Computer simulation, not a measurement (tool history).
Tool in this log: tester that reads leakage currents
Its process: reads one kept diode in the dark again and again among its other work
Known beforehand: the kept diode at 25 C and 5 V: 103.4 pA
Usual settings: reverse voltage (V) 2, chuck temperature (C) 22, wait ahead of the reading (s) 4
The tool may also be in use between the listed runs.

run    hour  reverse voltage (V)  chuck temperature (C)  wait ahead of the reading (s)  current that the tester gives (pA)
  1       0                    2                     22                              4                               59.86
  2   214.3                    2                     30                              4                              110.27
  3   444.6                    2                     22                           0.34                               62.51
      552.7  -- chuck's temperature calibrated
  4     568                    2                     22                              4                               53.85
  5   820.2                  2.5                     22                              4                               60.65
  6   951.9                  2.5                     22                              4                               60.89
  7  1104.1                  2.5                     22                              4                               61.57

Run 8, settings as shown, results not yet in. Your forecast:
  8  1235.1                 2.63                     23                           3.92                                   ?

{"run 8": {"current that the tester gives (pA)": 68.33}}
The same run, on a tool lacking any hidden state, would have yielded current that the tester gives (pA) 65.33.

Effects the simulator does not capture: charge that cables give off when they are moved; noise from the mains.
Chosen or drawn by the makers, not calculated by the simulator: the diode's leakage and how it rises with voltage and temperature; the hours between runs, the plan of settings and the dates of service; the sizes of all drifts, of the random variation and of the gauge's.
